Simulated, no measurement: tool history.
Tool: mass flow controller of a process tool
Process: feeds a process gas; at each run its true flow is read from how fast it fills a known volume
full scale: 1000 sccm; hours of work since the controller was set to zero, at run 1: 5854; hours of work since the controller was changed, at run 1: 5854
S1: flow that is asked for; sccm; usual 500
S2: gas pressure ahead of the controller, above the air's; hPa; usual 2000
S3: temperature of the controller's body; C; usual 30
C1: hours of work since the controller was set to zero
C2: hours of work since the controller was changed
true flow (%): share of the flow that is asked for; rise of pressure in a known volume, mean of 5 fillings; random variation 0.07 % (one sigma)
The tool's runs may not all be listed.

run 1 hour=0 | S1=500 S2=2000 S3=30 | C1=5854 C2=5854 | true_flow_(%)=99.36
run 2 hour=269.4 | S1=500 S2=2000 S3=30 | C1=5967 C2=5967 | true_flow_(%)=99.21
run 3 hour=617 | S1=500 S2=2000 S3=30 | C1=6114 C2=6114 | true_flow_(%)=99.24
run 4 hour=1021.8 | S1=500 S2=2000 S3=30 | C1=6284 C2=6284 | true_flow_(%)=99.35
run 5 hour=1454.6 | S1=500 S2=2000 S3=30 | C1=6467 C2=6467 | true_flow_(%)=99.4
run 6 hour=1741.1 | S1=500 S2=2000 S3=30 | C1=6587 C2=6587 | true_flow_(%)=99.36
run 7 hour=1954.9 | S1=500 S2=2000 S3=30 | C1=6677 C2=6677 | true_flow_(%)=99.49
run 8 hour=2402.9 | S1=629 S2=2260 S3=36 | C1=6866 C2=6866 | true_flow_(%)=99.83
run 9 hour=2589.1 | S1=280 S2=2510 S3=30 | C1=6945 C2=6945 | true_flow_(%)=97.25
run 10 hour=2831.8 | S1=531 S2=2000 S3=22 | C1=7047 C2=7047 | true_flow_(%)=99.93
run 11 hour=3118.2 | S1=610 S2=2370 S3=29 | C1=7167 C2=7167 | true_flow_(%)=99.99
run 12 hour=3455.3 | S1=126 S2=2320 S3=25 | C1=7309 C2=7309 | true_flow_(%)=92.76
run 13 hour=3872.8 | S1=126 S2=2320 S3=25 | C1=7485 C2=7485 | true_flow_(%)=92.63
run 14 hour=4213.8 | S1=126 S2=1720 S3=40 | C1=7629 C2=7629 | true_flow_(%)=92.36

3 ways to go on from here, each from the tool as it stands after run 14. What would each give?
run A hour=4472.5 | S1=816 S2=1720 S3=22 | C1=7738 C2=7738 | true_flow_(%)=?
run B hour=4472.5 | S1=600 S2=1970 S3=30 | C1=7738 C2=7738 | true_flow_(%)=?
run C hour=4472.5 | S1=295 S2=2000 S3=30 | C1=7738 C2=7738 | true_flow_(%)=?

run=A true_flow_(%)=101.61
run=B true_flow_(%)=100.13
run=C true_flow_(%)=97.49
Without the tool's hidden state the same runs would have given:
run=A true_flow_(%)=99.87
run=B true_flow_(%)=98.85
run=C true_flow_(%)=98.03

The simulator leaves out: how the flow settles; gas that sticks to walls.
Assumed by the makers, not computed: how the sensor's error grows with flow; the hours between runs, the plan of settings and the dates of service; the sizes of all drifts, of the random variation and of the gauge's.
